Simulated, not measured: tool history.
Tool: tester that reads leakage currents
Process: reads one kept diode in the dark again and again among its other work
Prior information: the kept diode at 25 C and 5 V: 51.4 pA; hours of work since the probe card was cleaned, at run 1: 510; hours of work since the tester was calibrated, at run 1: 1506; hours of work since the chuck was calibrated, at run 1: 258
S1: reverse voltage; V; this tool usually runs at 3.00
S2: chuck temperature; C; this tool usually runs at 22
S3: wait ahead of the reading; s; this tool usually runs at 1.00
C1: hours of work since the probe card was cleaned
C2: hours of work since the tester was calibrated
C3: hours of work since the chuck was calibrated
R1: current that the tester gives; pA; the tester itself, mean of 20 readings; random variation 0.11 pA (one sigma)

run,hour,S1,S2,S3,C1,C2,C3,R1
1,0.0,3.00,22,1.00,510,1506,258,35.13
2,40.7,3.00,22,1.00,536,1532,284,35.17
3,105.9,3.00,22,3.08,578,1574,325,34.93
4,146.3,3.00,22,3.08,603,1600,351,35.33
5,190.3,3.00,22,3.08,632,1628,379,35.56
6,252.2,3.00,22,1.00,671,1667,419,36.13
7,284.6,3.00,22,1.00,692,1688,440,36.22
8,353.1,3.00,22,1.00,736,1732,483,36.59
9,411.0,3.00,22,1.00,773,1769,520,36.62
10,479.5,3.00,22,1.00,817,1813,564,36.80
11,512.9,3.00,22,1.00,838,1834,586,37.05
12,543.5,3.00,22,1.00,857,1853,605,37.25
13,582.9,3.00,22,1.00,883,1879,630,37.22
14,629.3,3.00,22,1.00,912,1908,660,37.71
15,681.6,3.00,35,1.00,946,1942,693,114.60
16,741.7,3.00,22,1.00,984,1980,732,37.73
17,788.7,3.00,22,1.00,1014,2010,762,38.02
18,840.1,6.25,22,1.00,1047,2043,795,52.01
19,884.8,6.25,22,1.00,1076,2072,823,52.20
20,947.8,6.25,22,1.00,1116,2112,864,52.57
21,1009.5,6.25,22,1.00,1155,2151,903,52.95
22,1076.2,6.25,22,1.00,1198,2194,946,53.68
23,1136.0,6.25,22,1.00,1236,2232,984,54.06
24,1191.7,1.84,39,1.00,1272,2268,1019,138.26
25,1243.1,9.50,47,1.00,1305,2301,1052,484.55
26,1282.2,5.67,31,5.96,1330,2326,1077,109.92
27,1333.0,1.97,58,1.36,1362,2358,1110,624.61
28,1394.5,1.42,22,1.00,1401,2397,1149,29.69
29,1462.1,1.42,22,1.00,1445,2441,1192,30.02
30,1518.4,13.49,50,2.78,1481,2477,1228,708.02
31,1549.9,4.41,41,7.81,1501,2497,1248,230.54
32,1593.3,1.45,32,7.81,1528,2525,1276,72.34
33,1629.1,1.20,32,7.36,1551,2547,1299,67.41
34,1695.5,1.20,32,7.36,1594,2590,1341,67.29
35,1758.2,14.82,29,0.38,1634,2630,1382,150.71
36,1785.8,14.82,29,0.38,1652,2648,1399,151.75
37,1848.8,14.82,29,0.38,1692,2688,1439,152.05
38,1911.1,14.82,29,0.38,1732,2728,1479,153.94
39,1938.9,14.82,29,0.38,1749,2745,1497,153.70

Had the tool no unlogged condition, and each run kept its random variation, what would the results have been?
The hidden state here: stray current of the dirty probe card, pA a volt; current scale over the true one, %; true chuck temperature over the reading, C; drift of the gauge itself on leakage_pa, %.
run,R1
1,32.83
2,32.73
3,32.28
4,32.51
5,32.56
6,32.90
7,32.88
8,32.99
9,32.82
10,32.75
11,32.86
12,32.95
13,32.79
14,33.06
15,104.25
16,32.71
17,32.83
18,43.28
19,43.23
20,43.24
21,43.24
22,43.49
23,43.52
24,122.65
25,428.22
26,92.99
27,560.74
28,24.82
29,24.92
30,615.36
31,198.57
32,61.62
33,57.40
34,57.00
35,116.09
36,116.55
37,116.11
38,116.85
39,116.30
